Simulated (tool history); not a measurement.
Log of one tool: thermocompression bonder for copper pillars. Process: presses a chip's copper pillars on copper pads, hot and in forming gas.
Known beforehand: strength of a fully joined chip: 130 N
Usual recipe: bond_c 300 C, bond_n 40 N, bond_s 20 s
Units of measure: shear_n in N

Run 1, hour 0.0: usual settings. Result: shear_n 47.4 N.
Run 2, hour 39.0: usual settings but bond_c 319 C. Result: shear_n 56.4 N.
Run 3, hour 84.2: usual settings but bond_s 26 s. Result: shear_n 49.3 N.
Run 4, hour 145.3: usual settings but bond_s 26 s. Result: shear_n 49.6 N.
Run 5, hour 205.5: usual settings. Result: shear_n 43.9 N.
Run 6, hour 231.1: usual settings. Result: shear_n 45.1 N.
Run 7, hour 266.6: usual settings but bond_n 51 N. Result: shear_n 49.4 N.
Run 8, hour 311.2: usual settings but bond_n 52 N. Result: shear_n 48.4 N.
Run 9, hour 368.1: usual settings. Result: shear_n 41.6 N.
At hour 407.3: forming gas filter changed.
Run 10, hour 431.2: usual settings but bond_c 285 C, bond_n 53 N, bond_s 52 s. Result: shear_n 62.7 N.
Run 11, hour 483.7: usual settings but bond_c 307 C, bond_n 56 N, bond_s 54 s. Result: shear_n 79.7 N.
Run 12, hour 522.6: usual settings but bond_c 307 C, bond_n 56 N, bond_s 54 s. Result: shear_n 80.1 N.
At hour 569.4: heater calibrated with a thermocouple chip.
Run 13, hour 584.4: usual settings but bond_c 307 C, bond_n 35 N, bond_s 54 s. Result: shear_n 73.3 N.
Run 14, hour 632.1: usual settings but bond_c 302 C, bond_n 35 N, bond_s 57 s. Result: shear_n 71.0 N.
Run 15, hour 660.1: usual settings but bond_c 270 C, bond_n 35 N. Result: shear_n 32.0 N.
Run 16, hour 718.7: usual settings but bond_c 270 C, bond_n 35 N. Result: shear_n 32.1 N.
Run 17, hour 776.1: usual settings but bond_c 304 C, bond_n 31 N, bond_s 15 s. Result: shear_n 39.3 N.
Run 18, hour 837.4: usual settings but bond_c 324 C, bond_n 50 N, bond_s 13 s. Result: shear_n 57.7 N.

5 ways to go on from here, each from the tool as it stands after run 18. What would each give?
Run A, hour 899.7: usual settings but bond_c 324 C, bond_n 34 N, bond_s 16 s. Result: shear_n ?.
Run B, hour 899.7: usual settings but bond_n 29 N. Result: shear_n ?.
Run C, hour 899.7: usual settings but bond_c 312 C, bond_n 58 N. Result: shear_n ?.
Run D, hour 899.7: usual settings but bond_s 28 s. Result: shear_n ?.
Run E, hour 899.7: usual settings but bond_s 49 s. Result: shear_n ?.

run  shear_n
  A     50.4
  B     39.7
  C     63.3
  D     54.1
  E     63.8
Stripped of hidden state, with their random variation kept, the same runs would have yielded:
run  shear_n
  A     58.5
  B     46.3
  C     72.9
  D     62.6
  E     73.5
